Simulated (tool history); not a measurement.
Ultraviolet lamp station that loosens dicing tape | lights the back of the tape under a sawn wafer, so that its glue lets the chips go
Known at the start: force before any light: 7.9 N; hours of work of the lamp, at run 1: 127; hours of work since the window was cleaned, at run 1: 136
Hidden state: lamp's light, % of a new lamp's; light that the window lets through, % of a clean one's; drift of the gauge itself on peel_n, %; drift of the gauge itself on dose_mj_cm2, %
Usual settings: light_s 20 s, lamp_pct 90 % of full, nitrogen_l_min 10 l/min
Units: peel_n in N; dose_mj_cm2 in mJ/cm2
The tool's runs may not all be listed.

| run | hour | light_s | lamp_pct | nitrogen_l_min | hours of work of the lamp | hours of work since the window was cleaned | peel_n | dose_mj_cm2 |
|---|---|---|---|---|---|---|---|---|
| 1 | 0.0 | 20 | 90 | 10 | 127 | 136 | 0.507 | 646 |
| 2 | 13.6 | 20 | 84 | 10 | 133 | 142 | 0.583 | 603 |
| 3 | 28.8 | 25 | 84 | 10 | 140 | 149 | 0.399 | 737 |
| 4 | 41.5 | 25 | 84 | 10 | 145 | 155 | 0.420 | 746 |
| 5 | 53.7 | 20 | 90 | 10 | 151 | 160 | 0.522 | 640 |
| 6 | 67.3 | 12 | 90 | 10 | 157 | 166 | 1.347 | 382 |
| 7 | 80.8 | 12 | 90 | 10 | 163 | 173 | 1.363 | 381 |
| 8 | 103.6 | 12 | 90 | 10 | 173 | 183 | 1.348 | 385 |
| 9 | 121.7 | 12 | 90 | 10 | 182 | 191 | 1.343 | 384 |
| 10 | 138.2 | 20 | 90 | 10 | 189 | 198 | 0.520 | 637 |
| 11 | 153.4 | 20 | 90 | 10 | 196 | 205 | 0.529 | 636 |
| 12 | 175.0 | 20 | 90 | 10 | 206 | 215 | 0.540 | 643 |
| 13 | 187.3 | 20 | 90 | 10 | 211 | 221 | 0.551 | 637 |
| 14 | 201.4 | 20 | 90 | 10 | 218 | 227 | 0.530 | 639 |
| 15 | 226.7 | 20 | 90 | 10 | 229 | 239 | 0.541 | 644 |
| 16 | 237.8 | 20 | 90 | 10 | 234 | 244 | 0.546 | 648 |
| 17 | 256.1 | 28 | 96 | 8 | 242 | 252 | 0.323 | 965 |
| 18 | 269.0 | 18 | 90 | 14 | 248 | 258 | 0.560 | 578 |
| 19 | 292.1 | 18 | 90 | 6 | 259 | 268 | 0.884 | 572 |
| 20 | 307.9 | 18 | 90 | 6 | 266 | 275 | 0.882 | 573 |
| 21 | 320.0 | 29 | 60 | 10 | 271 | 281 | 0.578 | 621 |
| 22 | 335.0 | 25 | 60 | 16 | 278 | 288 | 0.561 | 533 |
| 23 | 351.0 | 16 | 71 | 10 | 285 | 295 | 1.237 | 402 |
| 24 | 364.5 | 16 | 78 | 3 | 292 | 301 | 1.981 | 440 |
| 25 | 381.3 | 27 | 94 | 7 | 299 | 309 | 0.364 | 910 |
| 26 | 393.8 | 30 | 69 | 8 | 305 | 314 | 0.482 | 733 |
| 27 | 405.4 | 14 | 75 | 10 | 310 | 319 | 1.329 | 371 |
| 28 | 416.8 | 32 | 85 | 10 | 315 | 325 | 0.283 | 965 |

5 ways to go on from here, each from the tool as it stands after run 28. What would each give?
| A | 434.9 | 32 | 72 | 10 | 323 | 333 | ? | ? |
| B | 434.9 | 20 | 85 | 6 | 323 | 333 | ? | ? |
| C | 434.9 | 39 | 90 | 10 | 323 | 333 | ? | ? |
| D | 434.9 | 17 | 96 | 15 | 323 | 333 | ? | ? |
| E | 434.9 | 13 | 83 | 16 | 323 | 333 | ? | ? |

| run | peel_n | dose_mj_cm2 |
|---|---|---|
| A | 0.357 | 825 |
| B | 0.829 | 606 |
| C | 0.255 | 1254 |
| D | 0.511 | 576 |
| E | 1.040 | 381 |
Without the tool's hidden state the same runs would have given:
| run | peel_n | dose_mj_cm2 |
|---|---|---|
| A | 0.356 | 826 |
| B | 0.827 | 606 |
| C | 0.255 | 1255 |
| D | 0.510 | 577 |
| E | 1.038 | 381 |
